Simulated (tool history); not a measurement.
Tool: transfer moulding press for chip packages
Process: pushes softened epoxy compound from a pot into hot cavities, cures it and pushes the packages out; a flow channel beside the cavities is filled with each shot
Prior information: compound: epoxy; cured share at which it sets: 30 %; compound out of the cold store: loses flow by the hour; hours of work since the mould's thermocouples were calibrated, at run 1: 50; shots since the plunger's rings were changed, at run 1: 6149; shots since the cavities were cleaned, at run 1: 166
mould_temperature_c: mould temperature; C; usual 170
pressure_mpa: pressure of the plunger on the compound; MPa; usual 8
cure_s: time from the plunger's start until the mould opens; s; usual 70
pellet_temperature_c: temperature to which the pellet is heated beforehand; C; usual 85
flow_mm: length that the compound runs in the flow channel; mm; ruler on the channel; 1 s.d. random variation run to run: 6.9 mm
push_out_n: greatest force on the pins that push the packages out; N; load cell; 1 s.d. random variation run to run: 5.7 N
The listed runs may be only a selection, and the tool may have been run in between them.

run     day  mould_temperature_c  pressure_mpa  cure_s  pellet_temperature_c  hours of work since the mould's thermocouples were calibrated  shots since the plunger's rings were changed  shots since the cavities were cleaned  incoming compound's hours out of the cold store  flow_mm  push_out_n
  1       0                  170             8      70                    85                                                             50                                          6149                                    166                                             24.1      676         291
      1.412  -- cavities cleaned with cleaning compound and waxed
       1.75  -- plunger's sealing rings changed
      3.483  -- cavities cleaned with cleaning compound and waxed
  2   4.188                  170             8      70                    85                                                            103                                           841                                    250                                             33.9      693         301
      5.346  -- cavities cleaned with cleaning compound and waxed
      7.167  -- cavities cleaned with cleaning compound and waxed
  3   8.308                  170             8      70                    85                                                            156                                          2252                                    404                                             47.9      639         332
      9.071  -- cavities cleaned with cleaning compound and waxed
  4  10.212                  170             8      70                    85                                                            181                                          2903                                    403                                             11.3      743         369
      10.85  -- cavities cleaned with cleaning compound and waxed
     12.604  -- cavities cleaned with cleaning compound and waxed
  5  13.433                  170             8      70                    85                                                            223                                          3997                                    293                                             23.8      686         333
      14.45  -- cavities cleaned with cleaning compound and waxed
     16.358  -- cavities cleaned with cleaning compound and waxed
  6  17.175                  170             8      70                    85                                                            271                                          5276                                    289                                             39.8      634         308
     18.379  -- cavities cleaned with cleaning compound and waxed
  7   19.25                  170             8      70                    85                                                            298                                          5987                                    308                                             36.6      629         332
     20.229  -- cavities cleaned with cleaning compound and waxed
     21.454  -- plunger's sealing rings changed
  8  21.454                  170             8      70                    85                                                            325                                             0                                    396                                             32.3      697         344
     22.183  -- cavities cleaned with cleaning compound and waxed
     24.042  -- cavities cleaned with cleaning compound and waxed
     25.854  -- cavities cleaned with cleaning compound and waxed
  9  25.954                  164             8      70                    85                                                            383                                          1524                                     35                                             40.5      669         300
     27.762  -- cavities cleaned with cleaning compound and waxed
 10  28.683                  164             8      70                    85                                                            419                                          2467                                    326                                             40.6      673         469
     29.546  -- cavities cleaned with cleaning compound and waxed
     31.262  -- cavities cleaned with cleaning compound and waxed
 11   31.55                  164             8      70                    85                                                            456                                          3436                                    102                                             31.9      681         359
     32.958  -- cavities cleaned with cleaning compound and waxed
     34.788  -- cavities cleaned with cleaning compound and waxed
 12  35.329                  170             8      70                    85                                                            505                                          4728                                    193                                             37.6      641         303
     36.729  -- cavities cleaned with cleaning compound and waxed
 13   37.75                  170             8      70                    85                                                            536                                          5560                                    361                                             34.6      650         346
     38.508  -- cavities cleaned with cleaning compound and waxed
     39.362  -- mould's thermocouples calibrated
 14  39.733                  170          9.44      70                    86                                                              5                                          6211                                    404                                             17.5      743         356
     40.354  -- cavities cleaned with cleaning compound and waxed
     41.575  -- plunger's sealing rings changed
     42.404  -- cavities cleaned with cleaning compound and waxed
 15  43.775                  170          9.44      70                    86                                                             56                                           754                                    483                                             15.1      821         369
     44.121  -- cavities cleaned with cleaning compound and waxed
     45.825  -- cavities cleaned with cleaning compound and waxed
 16  46.183                  170          7.43     100                    85                                                             87                                          1562                                    127                                             24.9      688         212
     47.858  -- cavities cleaned with cleaning compound and waxed
 17    48.7                  175          7.91      71                    90                                                            120                                          2429                                    298                                             28.1      690         277
      49.65  -- cavities cleaned with cleaning compound and waxed
     51.338  -- cavities cleaned with cleaning compound and waxed
 18  52.925                  170             8      99                    89                                                            175                                          3879                                    562                                             35.3      647         312
     53.392  -- cavities cleaned with cleaning compound and waxed
     55.221  -- cavities cleaned with cleaning compound and waxed
 19  55.783                  170             8      99                    89                                                            211                                          4845                                    199                                               36      649         228
     57.088  -- cavities cleaned with cleaning compound and waxed
     59.042  -- cavities cleaned with cleaning compound and waxed
 20  59.471                  175          7.52      54                    94                                                            259                                          6104                                    152                                             22.2      641         400
     60.883  -- cavities cleaned with cleaning compound and waxed
     61.475  -- plunger's sealing rings changed
     62.908  -- cavities cleaned with cleaning compound and waxed
 21  63.542                  170          7.14      70                    82                                                            311                                           708                                    223                                             16.2      714         320
     64.708  -- cavities cleaned with cleaning compound and waxed
     66.404  -- cavities cleaned with cleaning compound and waxed
 22  67.054                  170          9.63      70                    90                                                            356                                          1906                                    230                                             17.8      786         309
     68.204  -- cavities cleaned with cleaning compound and waxed
 23  69.592                  168          8.84      51                    79                                                            389                                          2780                                    490                                             43.9      682         865
     69.933  -- cavities cleaned with cleaning compound and waxed
     71.725  -- cavities cleaned with cleaning compound and waxed
 24  71.779                  169           9.7      86                    95                                                            417                                          3509                                     19                                             20.4      783         175

Branching from run 24: 4 alternative next runs. What would each branch give?
     73.562  -- cavities cleaned with cleaning compound and waxed
  A  74.912                  165             8      70                    75                                                            458                                          4595                                    478                                             27.7        ?           ?
     73.562  -- cavities cleaned with cleaning compound and waxed
  B  74.912                  169          6.96      86                    86                                                            458                                          4595                                    478                                             41.2        ?           ?
     73.562  -- cavities cleaned with cleaning compound and waxed
  C  74.912                  172          6.75      70                    85                                                            458                                          4595                                    478                                             37.3        ?           ?
     73.562  -- cavities cleaned with cleaning compound and waxed
  D  74.912                  169          9.76      86                    95                                                            458                                          4595                                    478                                             14.1        ?           ?

run  flow_mm  push_out_n
  A      677         537
  B      601         306
  C      587         323
  D      800         300
With no hidden state in the tool, these same runs would have given:
run  flow_mm  push_out_n
  A      719         275
  B      639         162
  C      623         167
  D      849         155
